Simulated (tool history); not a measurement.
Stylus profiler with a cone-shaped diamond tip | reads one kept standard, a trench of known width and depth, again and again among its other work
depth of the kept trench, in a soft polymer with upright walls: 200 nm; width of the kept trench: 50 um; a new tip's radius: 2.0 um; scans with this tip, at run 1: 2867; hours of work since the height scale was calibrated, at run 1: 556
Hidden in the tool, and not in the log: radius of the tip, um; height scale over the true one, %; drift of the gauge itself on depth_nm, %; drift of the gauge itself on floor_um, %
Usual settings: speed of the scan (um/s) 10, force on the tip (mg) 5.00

| run | hour | speed of the scan (um/s) | force on the tip (mg) | scans with this tip | hours of work since the height scale was calibrated | depth of the trench (nm) | width of the trench's floor (nm) |
|---|---|---|---|---|---|---|---|
| 1 | 0.0 | 10 | 5.00 | 2867 | 556 | 203.96 | 48090 |
| 2 | 16.8 | 10 | 5.00 | 2911 | 565 | 203.94 | 48070 |
| 3 | 40.6 | 7 | 5.00 | 2973 | 577 | 203.90 | 48060 |
| 4 | 69.6 | 10 | 5.00 | 3048 | 591 | 204.02 | 48020 |
| 5 | 87.4 | 10 | 5.00 | 3094 | 600 | 203.97 | 48060 |
| 6 | 117.8 | 10 | 5.00 | 3174 | 616 | 203.94 | 48040 |
| 7 | 148.3 | 10 | 5.00 | 3253 | 631 | 203.93 | 48030 |
| 8 | 183.3 | 10 | 5.00 | 3344 | 649 | 203.99 | 47980 |
| 9 | 216.5 | 10 | 5.00 | 3431 | 666 | 204.00 | 48010 |
| 10 | 235.4 | 10 | 5.00 | 3480 | 675 | 204.08 | 47980 |
| 11 | 262.3 | 10 | 5.00 | 3550 | 689 | 204.05 | 47960 |
| 12 | 276.6 | 10 | 5.00 | 3587 | 696 | 203.98 | 47980 |
| 13 | 311.8 | 10 | 10.76 | 3679 | 714 | 206.54 | 47970 |
| 14 | 344.8 | 10 | 10.76 | 3765 | 730 | 206.56 | 47950 |
| 15 | 360.1 | 18 | 10.76 | 3805 | 738 | 206.58 | 47950 |
| 16 | 374.5 | 18 | 10.76 | 3842 | 745 | 206.55 | 47950 |
| 17 | 391.7 | 10 | 5.00 | 3887 | 754 | 204.06 | 47930 |
| 18 | 408.5 | 10 | 5.00 | 3931 | 763 | 204.05 | 47980 |
| 19 | 431.7 | 10 | 5.00 | 3991 | 774 | 204.04 | 47970 |
| 20 | 459.2 | 10 | 10.13 | 4063 | 788 | 206.29 | 47940 |
|  | 462.2 | height scale calibrated on a step standard |
| 21 | 476.4 | 10 | 5.70 | 4106 | 7 | 204.49 | 47930 |
| 22 | 493.4 | 10 | 5.00 | 4151 | 16 | 204.15 | 47960 |
| 23 | 521.4 | 10 | 5.00 | 4224 | 30 | 204.19 | 47960 |
| 24 | 548.0 | 18 | 4.31 | 4293 | 43 | 203.85 | 47890 |
| 25 | 569.4 | 18 | 4.31 | 4349 | 54 | 203.82 | 47870 |
| 26 | 594.6 | 4 | 9.28 | 4414 | 67 | 206.09 | 47940 |
|  | 604.7 | height scale calibrated on a step standard, once more |
| 27 | 629.9 | 4 | 9.28 | 4505 | 13 | 205.83 | 47980 |
| 28 | 654.0 | 3 | 8.61 | 4568 | 25 | 205.60 | 47980 |
| 29 | 675.2 | 37 | 2.93 | 4623 | 36 | 202.72 | 47810 |
| 30 | 692.7 | 12 | 8.98 | 4669 | 44 | 205.76 | 47950 |
| 31 | 710.5 | 17 | 6.24 | 4715 | 53 | 204.45 | 47890 |
| 32 | 741.2 | 30 | 8.47 | 4795 | 69 | 205.51 | 47880 |
| 33 | 757.1 | 4 | 2.63 | 4836 | 77 | 202.51 | 47880 |
| 34 | 777.5 | 4 | 2.63 | 4890 | 87 | 202.56 | 47930 |
| 35 | 791.9 | 4 | 2.63 | 4927 | 95 | 202.55 | 47980 |
| 36 | 818.6 | 4 | 2.63 | 4996 | 108 | 202.63 | 47890 |
| 37 | 847.3 | 4 | 2.63 | 5071 | 123 | 202.60 | 47930 |
| 38 | 878.0 | 4 | 6.89 | 5151 | 138 | 204.83 | 47950 |
| 39 | 909.7 | 4 | 6.89 | 5234 | 154 | 204.90 | 47890 |
| 40 | 927.4 | 14 | 7.54 | 5280 | 163 | 205.11 | 47880 |
| 41 | 952.2 | 5 | 9.74 | 5345 | 176 | 206.08 | 47940 |
| 42 | 977.9 | 5 | 9.74 | 5412 | 189 | 206.19 | 47960 |
| 43 | 997.5 | 5 | 9.74 | 5462 | 198 | 206.12 | 47910 |
| 44 | 1032.8 | 10 | 3.51 | 5555 | 216 | 203.16 | 47860 |
| 45 | 1062.6 | 12 | 2.61 | 5632 | 231 | 202.65 | 47930 |

Forecast each of these 5 alternatives for the next run:
| A | 1078.2 | 24 | 6.46 | 5673 | 239 | ? | ? |
| B | 1078.2 | 31 | 2.61 | 5673 | 239 | ? | ? |
| C | 1078.2 | 8 | 7.65 | 5673 | 239 | ? | ? |
| D | 1078.2 | 3 | 11.27 | 5673 | 239 | ? | ? |
| E | 1078.2 | 2 | 5.66 | 5673 | 239 | ? | ? |

| run | depth of the trench (nm) | width of the trench's floor (nm) |
|---|---|---|
| A | 204.67 | 47860 |
| B | 202.62 | 47810 |
| C | 205.16 | 47880 |
| D | 206.82 | 47890 |
| E | 204.31 | 47950 |
Without the tool's hidden state the same runs would have given:
| run | depth of the trench (nm) | width of the trench's floor (nm) |
|---|---|---|
| A | 204.50 | 48200 |
| B | 202.45 | 48150 |
| C | 204.99 | 48210 |
| D | 206.65 | 48230 |
| E | 204.14 | 48280 |
